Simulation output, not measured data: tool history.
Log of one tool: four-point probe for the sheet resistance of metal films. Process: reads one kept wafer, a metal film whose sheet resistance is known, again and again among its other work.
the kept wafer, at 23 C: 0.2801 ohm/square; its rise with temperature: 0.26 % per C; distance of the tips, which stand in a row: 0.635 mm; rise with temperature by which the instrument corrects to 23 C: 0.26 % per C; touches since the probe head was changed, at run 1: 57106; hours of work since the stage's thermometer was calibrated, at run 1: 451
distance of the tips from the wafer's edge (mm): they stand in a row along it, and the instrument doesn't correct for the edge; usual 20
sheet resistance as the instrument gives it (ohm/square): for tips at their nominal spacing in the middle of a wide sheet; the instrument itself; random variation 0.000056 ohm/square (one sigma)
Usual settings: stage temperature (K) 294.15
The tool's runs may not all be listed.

run	day	stage temperature (K)	distance of the tips from the wafer's edge (mm)	touches since the probe head was changed	hours of work since the stage's thermometer was calibrated	sheet resistance as the instrument gives it (ohm/square)
1	0.000	294.15	20	57106	451	0.278973
2	2.062	294.15	20	59692	480	0.278971
3	2.946	294.15	20	60800	493	0.279044
4	4.000	294.15	20	62122	508	0.279107
5	5.412	294.15	22	63892	528	0.279014
6	7.096	294.15	28	66001	552	0.278828
7	9.008	294.15	28	68397	580	0.278811
8	10.521	294.15	28	70292	601	0.278774
9	12.188	294.15	5	72381	625	0.281162
10	14.029	294.15	20	74690	651	0.278780
11	15.225	294.15	20	76188	668	0.278867
12	17.008	294.15	20	78422	694	0.278779
13	18.921	294.15	20	80822	721	0.278722
14	19.842	294.15	8	81972	734	0.279509
15	21.762	294.15	16	84380	762	0.278831
16	23.804	294.15	41	86941	791	0.278539
17	25.338	300.15	20	88864	813	0.278602
18	27.258	300.15	20	91272	841	0.278654
19	28.867	300.15	20	93285	863	0.278564
20	30.808	300.15	20	95719	891	0.278562
21	32.525	294.15	12	97869	916	0.278957
22	34.092	294.15	10	99832	938	0.279001
23	35.679	294.15	10	101823	961	0.279061
24	37.354	299.15	7	103924	985	0.279497
25	39.200	299.15	7	106235	1011	0.279434
26	40.875	294.15	52	108338	1035	0.278277
27	42.121	294.15	52	109897	1053	0.278254
28	43.112	294.15	5	111142	1067	0.280665
29	44.729	299.15	5	113169	1090	0.280628
30	46.612	301.15	12	115526	1117	0.278588
31	48.433	301.15	12	117807	1143	0.278613
32	49.675	307.15	4	119363	1161	0.281903
33	51.396	294.15	7	121521	1186	0.279335
34	52.383	294.15	7	122758	1200	0.279319
35	54.154	294.15	7	124980	1225	0.279317
36	55.058	294.15	7	126111	1238	0.279422
37	56.275	294.15	7	127638	1255	0.279284
38	57.621	296.15	10	129325	1275	0.278638
39	59.329	296.15	10	131462	1299	0.278565
40	61.179	297.15	19	133785	1325	0.278151
41	62.842	293.15	12	135867	1349	0.278330
42	64.088	300.15	18	137429	1367	0.278186
43	65.692	303.15	3	139438	1390	0.284537
44	67.079	295.15	6	141176	1410	0.279568
45	69.117	305.15	73	143729	1439	0.277819

Some steps in sheet resistance as the instrument gives it (ohm/square) between neighbouring runs. How much of each would the tool show without its hidden state too (settings, what came in, random variation), and how much is left for the hidden state, with any gauge scatter that isn't in both results?
The hidden state here: inner tips' distance over the nominal, %; tips' flats over new ones', %; wafer's true temperature over the reading, C; drift of the gauge itself on sheet_ohm, %.
Run 8 -> 9: distance of the tips from the wafer's edge (mm) 28 -> 5. sheet resistance as the instrument gives it (ohm/square) +0.002388: hidden state -0.000037, all else +0.002425.
Run 31 -> 32: stage temperature (K) 301.15 -> 307.15, distance of the tips from the wafer's edge (mm) 12 -> 4. sheet resistance as the instrument gives it (ohm/square) +0.003290: hidden state -0.000039, all else +0.003329.
Run 42 -> 43: stage temperature (K) 300.15 -> 303.15, distance of the tips from the wafer's edge (mm) 18 -> 3. sheet resistance as the instrument gives it (ohm/square) +0.006351: hidden state -0.000070, all else +0.006421.
Run 43 -> 44: stage temperature (K) 303.15 -> 295.15, distance of the tips from the wafer's edge (mm) 3 -> 6. sheet resistance as the instrument gives it (ohm/square) -0.004969: hidden state +0.000012, all else -0.004981.

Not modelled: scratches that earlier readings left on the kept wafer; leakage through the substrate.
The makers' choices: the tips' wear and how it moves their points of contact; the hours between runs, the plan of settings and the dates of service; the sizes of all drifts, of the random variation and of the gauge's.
